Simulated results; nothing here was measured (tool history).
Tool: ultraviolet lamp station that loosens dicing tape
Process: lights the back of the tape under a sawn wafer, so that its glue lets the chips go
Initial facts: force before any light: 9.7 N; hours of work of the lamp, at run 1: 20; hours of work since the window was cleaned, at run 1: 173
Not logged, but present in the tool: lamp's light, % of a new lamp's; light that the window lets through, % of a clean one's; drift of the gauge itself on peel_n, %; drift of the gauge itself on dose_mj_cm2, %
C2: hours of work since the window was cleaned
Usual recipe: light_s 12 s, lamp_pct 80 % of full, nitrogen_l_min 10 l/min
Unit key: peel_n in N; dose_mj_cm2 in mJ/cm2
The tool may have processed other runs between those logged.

Run 1, hour 0: usual settings; hours of work of the lamp 20; C2 173. Result: peel_n 0.709 N, dose_mj_cm2 532 mJ/cm2.
Run 2, hour 48.8: usual settings; hours of work of the lamp 41; C2 194. Result: peel_n 0.771 N, dose_mj_cm2 527 mJ/cm2.
Run 3, hour 132.4: usual settings but nitrogen_l_min 3 l/min; hours of work of the lamp 78; C2 231. Result: peel_n 1.426 N, dose_mj_cm2 508 mJ/cm2.
Run 4, hour 199.4: usual settings but light_s 8 s; hours of work of the lamp 107; C2 260. Result: peel_n 1.871 N, dose_mj_cm2 334 mJ/cm2.
Run 5, hour 253.8: usual settings but light_s 8 s; hours of work of the lamp 131; C2 284. Result: peel_n 1.908 N, dose_mj_cm2 326 mJ/cm2.
Run 6, hour 301.8: usual settings but light_s 20 s; hours of work of the lamp 152; C2 305. Result: peel_n 0.302 N, dose_mj_cm2 801 mJ/cm2.
Run 7, hour 348.9: usual settings; hours of work of the lamp 173; C2 326. Result: peel_n 0.963 N, dose_mj_cm2 473 mJ/cm2.
Run 8, hour 412.1: usual settings; hours of work of the lamp 200; C2 354. Result: peel_n 0.999 N, dose_mj_cm2 459 mJ/cm2.
Run 9, hour 448.3: usual settings but lamp_pct 86 % of full; hours of work of the lamp 216; C2 369. Result: peel_n 0.881 N, dose_mj_cm2 486 mJ/cm2.
Run 10, hour 509.7: usual settings but lamp_pct 62 % of full; hours of work of the lamp 243; C2 396. Result: peel_n 1.749 N, dose_mj_cm2 344 mJ/cm2.
Run 11, hour 579.3: usual settings but lamp_pct 62 % of full; hours of work of the lamp 274; C2 427. Result: peel_n 1.819 N, dose_mj_cm2 334 mJ/cm2.
Run 12, hour 656: usual settings but lamp_pct 62 % of full; hours of work of the lamp 307; C2 461. Result: peel_n 1.94 N, dose_mj_cm2 318 mJ/cm2.
Run 13, hour 700: usual settings but lamp_pct 62 % of full; hours of work of the lamp 327; C2 480. Result: peel_n 1.997 N, dose_mj_cm2 313 mJ/cm2.
Run 14, hour 763.9: usual settings but lamp_pct 62 % of full; hours of work of the lamp 355; C2 508. Result: peel_n 2.102 N, dose_mj_cm2 299 mJ/cm2.
Run 15, hour 814.9: usual settings but lamp_pct 83 % of full; hours of work of the lamp 377; C2 530. Result: peel_n 1.302 N, dose_mj_cm2 395 mJ/cm2.
Run 16, hour 858.1: usual settings but lamp_pct 84 % of full, nitrogen_l_min 5 l/min; hours of work of the lamp 396; C2 549. Result: peel_n 1.709 N, dose_mj_cm2 394 mJ/cm2.
Run 17, hour 921.6: usual settings but light_s 20 s, nitrogen_l_min 5 l/min; hours of work of the lamp 424; C2 577. Result: peel_n 0.766 N, dose_mj_cm2 614 mJ/cm2.
At hour 926.5: window cleaned of glue's vapour.
Run 18, hour 977.7: usual settings but light_s 20 s, nitrogen_l_min 5 l/min; hours of work of the lamp 448; C2 22. Result: peel_n 0.52 N, dose_mj_cm2 717 mJ/cm2.
Run 19, hour 1025.7: usual settings but light_s 20 s, nitrogen_l_min 5 l/min; hours of work of the lamp 469; C2 44. Result: peel_n 0.574 N, dose_mj_cm2 699 mJ/cm2.
Run 20, hour 1071.9: usual settings but light_s 20 s, nitrogen_l_min 5 l/min; hours of work of the lamp 490; C2 64. Result: peel_n 0.592 N, dose_mj_cm2 680 mJ/cm2.
Run 21, hour 1112.2: usual settings but light_s 20 s, nitrogen_l_min 5 l/min; hours of work of the lamp 507; C2 81. Result: peel_n 0.635 N, dose_mj_cm2 674 mJ/cm2.
Run 22, hour 1190.4: usual settings but light_s 11 s, lamp_pct 63 % of full; hours of work of the lamp 542; C2 116. Result: peel_n 2.36 N, dose_mj_cm2 280 mJ/cm2.
Run 23, hour 1273.5: usual settings but light_s 18 s, nitrogen_l_min 8 l/min; hours of work of the lamp 578; C2 152. Result: peel_n 0.694 N, dose_mj_cm2 558 mJ/cm2.

4 ways to go on from here, each from the tool as it stands after run 23. What would each give?
At hour 1338: lamp changed.
Run A, hour 1338.4: usual settings but light_s 18 s, lamp_pct 97 % of full, nitrogen_l_min 8 l/min; hours of work of the lamp 0; C2 180. Result: peel_n ?, dose_mj_cm2 ?.
At hour 1338: lamp changed.
Run B, hour 1338.4: usual settings but light_s 6 s; hours of work of the lamp 0; C2 180. Result: peel_n ?, dose_mj_cm2 ?.
At hour 1338: lamp changed.
Run C, hour 1338.4: usual settings but light_s 18 s, lamp_pct 82 % of full, nitrogen_l_min 8 l/min; hours of work of the lamp 0; C2 180. Result: peel_n ?, dose_mj_cm2 ?.
At hour 1338: lamp changed.
Run D, hour 1338.4: usual settings but light_s 13 s, lamp_pct 64 % of full, nitrogen_l_min 9 l/min; hours of work of the lamp 0; C2 180. Result: peel_n ?, dose_mj_cm2 ?.

run  peel_n  dose_mj_cm2
  A   0.211          992
  B   2.432          272
  C    0.29          837
  D   0.995          469
Take away the tool's hidden state, keep each run's random variation, and the runs would have read:
run  peel_n  dose_mj_cm2
  A   0.194         1049
  B   2.251          288
  C   0.259          885
  D   0.884          496
